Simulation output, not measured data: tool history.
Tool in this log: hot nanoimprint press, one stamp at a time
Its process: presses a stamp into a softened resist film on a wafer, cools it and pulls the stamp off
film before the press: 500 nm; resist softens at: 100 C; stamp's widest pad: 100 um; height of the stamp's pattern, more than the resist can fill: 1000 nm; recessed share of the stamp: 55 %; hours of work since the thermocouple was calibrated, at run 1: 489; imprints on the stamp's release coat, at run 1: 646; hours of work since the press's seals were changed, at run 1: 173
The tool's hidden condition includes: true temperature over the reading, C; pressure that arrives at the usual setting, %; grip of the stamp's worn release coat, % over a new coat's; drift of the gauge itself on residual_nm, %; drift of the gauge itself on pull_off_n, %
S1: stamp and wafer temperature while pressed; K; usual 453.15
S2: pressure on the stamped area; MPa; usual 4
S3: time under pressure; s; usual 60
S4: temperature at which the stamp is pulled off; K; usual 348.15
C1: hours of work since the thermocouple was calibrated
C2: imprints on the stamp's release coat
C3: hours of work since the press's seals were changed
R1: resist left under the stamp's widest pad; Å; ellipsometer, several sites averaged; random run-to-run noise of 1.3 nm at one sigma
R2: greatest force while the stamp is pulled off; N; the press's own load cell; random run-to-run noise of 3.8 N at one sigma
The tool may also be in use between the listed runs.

run,hour,S1,S2,S3,S4,C1,C2,C3,R1,R2
1,0,453.15,4,60,348.15,489,646,173,2439,220
2,15.2,453.15,4,60,351.15,497,701,181,2410,214
# hour 21: plate thermocouple calibrated
3,35.2,453.15,4,60,348.15,7,762,190,2436,235
4,49.1,453.15,4,59,348.15,14,812,197,2451,230
5,60,453.15,4,59,348.15,20,851,202,2482,231
6,68.5,453.15,5.55,60,348.15,24,882,206,2057,239
7,81.7,453.15,5.55,60,348.15,31,929,213,2066,238
8,91.8,453.15,2.54,60,348.15,36,966,218,3110,240
9,102,453.15,2.54,60,348.15,41,1002,223,3118,246
# hour 124.1: stamp cleaned and given a new release coat
# hour 128.9: plate thermocouple calibrated, once more
10,130.3,453.15,2.54,60,348.15,1,12,233,2893,183
11,145.5,453.15,2.54,60,348.15,8,66,241,2900,183
12,164,453.15,2.54,60,348.15,18,133,250,2935,196
13,175.8,453.15,4,60,348.15,24,176,256,2306,190
14,192.6,453.15,4,60,348.15,32,236,265,2314,191
15,201.4,453.15,4,60,348.15,37,268,269,2283,203
16,217.3,453.15,5.98,60,348.15,45,325,277,1837,199
17,226.1,453.15,5.98,60,348.15,49,357,282,1855,201
18,238.7,447.15,5.98,60,348.15,56,402,288,2166,204
19,249.3,453.15,2.41,39,348.15,61,440,294,3344,205
20,265.7,458.15,4,60,338.15,70,499,302,2041,229
21,276.3,458.15,5.56,53,338.15,75,537,307,1790,242
22,286.8,458.15,5.56,53,338.15,80,575,313,1764,253
23,302.7,453.15,4.04,60,343.15,88,632,321,2304,230
24,316.6,443.15,4.83,60,346.15,95,682,328,2727,223
25,327.9,453.15,2.54,53,348.15,101,723,334,3063,226
26,343.2,453.15,3.08,60,348.15,109,778,341,2657,225
27,354.8,454.15,5.46,60,348.15,115,820,347,1885,227
28,374.3,455.15,4,79,348.15,125,890,357,2033,229
29,390.7,455.15,4,79,348.15,133,949,366,2022,235

5 ways to go on from here, each from the tool as it stands after run 29. What would each give?
A,400.2,455.15,3.36,41,348.15,138,983,370,?,?
B,400.2,450.15,4,48,348.15,138,983,370,?,?
C,400.2,448.15,4,79,355.15,138,983,370,?,?
D,400.2,455.15,2.45,79,346.15,138,983,370,?,?
E,400.2,442.15,3.22,60,348.15,138,983,370,?,?

run,R1,R2
A,2755,225
B,2710,229
C,2433,204
D,2645,238
E,3383,232
The same runs, with their run-to-run variation unchanged, on a tool lacking any hidden condition would have given:
run,R1,R2
A,2708,174
B,2659,176
C,2384,156
D,2602,183
E,3330,178

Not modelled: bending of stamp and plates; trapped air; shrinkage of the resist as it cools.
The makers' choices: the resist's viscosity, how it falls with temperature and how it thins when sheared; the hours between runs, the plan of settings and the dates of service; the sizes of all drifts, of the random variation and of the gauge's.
